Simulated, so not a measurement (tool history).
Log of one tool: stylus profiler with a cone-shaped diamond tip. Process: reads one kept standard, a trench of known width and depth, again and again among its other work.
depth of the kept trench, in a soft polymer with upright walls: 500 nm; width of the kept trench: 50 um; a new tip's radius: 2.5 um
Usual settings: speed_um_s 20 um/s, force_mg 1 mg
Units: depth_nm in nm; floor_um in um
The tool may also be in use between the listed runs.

run    hour  speed_um_s  force_mg  depth_nm  floor_um
  1       0          20         1    501.92      46.1
  2    24.8          20         1    502.04     46.04
  3    52.1          20         1    501.97        46
  4    82.9          20         1    502.18     46.02
  5   123.1          20         1    501.94     45.95
  6   150.4          20         1    502.08     45.99
  7   185.8          20         1    502.18     45.97
  8   213.9          20         1    502.28     45.93
  9   248.4          20         1    502.41      45.9
 10   281.6          20         1    502.33     45.83
 11     303          20         1    502.34     45.88
 12   337.6          20         1    502.12     45.86
 13   360.7          20         1    502.31     45.86
 14   393.5          20         1    502.56     45.82
 15   431.8          20         1    502.26     45.77
 16   477.7          20         1    502.61     45.76
 17   511.6          20      1.55    503.11     45.69
 18   558.3          20      1.55    503.07     45.62
 19   586.2          20      1.55    503.11     45.69
 20   614.6          19         1    502.57     45.61
 21   638.5          19         1    502.63     45.62
 22   664.7          14      1.56    503.27     45.69
 23   709.3          29      1.73    503.56     45.53
 24   745.7          29      1.73    503.43     45.53
 25     782          29      0.54    501.82     45.38
 26   824.7          22      2.82    504.66     45.52
 27   869.3           7      0.56    502.11     45.52
 28   915.9          16       1.8    503.54     45.47
 29   957.4          14      0.37    501.62      45.4
 30  1000.5          14      0.37    501.72     45.34
 31  1028.8           6      1.49    503.21     45.41
 32    1076           6      1.49    503.41     45.45
 33  1110.4          40      0.73    502.48     45.06
 34  1152.8          29      1.41    503.14      45.2
 35  1193.6          29      1.41    503.33     45.19
 36  1212.9          29      1.41     503.5     45.13
 37    1244          29      1.41    503.35     45.14

Hidden state or all else? Some run-to-run changes of depth_nm, split into what the settings, what came in and random variation would give without the hidden state, and what is left for the hidden state (with any gauge scatter that isn't in both results):
The hidden state here: radius of the tip, um; height scale over the true one, %; drift of the gauge itself on depth_nm, %; drift of the gauge itself on floor_um, %.
Run 4 -> 5: no setting changed, nothing entered. depth_nm -0.24 nm: hidden state +0.03, all else -0.27.
Run 6 -> 7: no setting changed, nothing entered. depth_nm +0.1 nm: hidden state +0.03, all else +0.07.
Run 25 -> 26: speed_um_s 29 -> 22, force_mg 0.54 -> 2.82. depth_nm +2.84 nm: hidden state +0.03, all else +2.81.
Run 26 -> 27: speed_um_s 22 -> 7, force_mg 2.82 -> 0.56. depth_nm -2.55 nm: hidden state +0.02, all else -2.57.
Run 27 -> 28: speed_um_s 7 -> 16, force_mg 0.56 -> 1.8. depth_nm +1.43 nm: hidden state +0.04, all else +1.39.
Run 28 -> 29: speed_um_s 16 -> 14, force_mg 1.8 -> 0.37. depth_nm -1.92 nm: hidden state +0.02, all else -1.94.

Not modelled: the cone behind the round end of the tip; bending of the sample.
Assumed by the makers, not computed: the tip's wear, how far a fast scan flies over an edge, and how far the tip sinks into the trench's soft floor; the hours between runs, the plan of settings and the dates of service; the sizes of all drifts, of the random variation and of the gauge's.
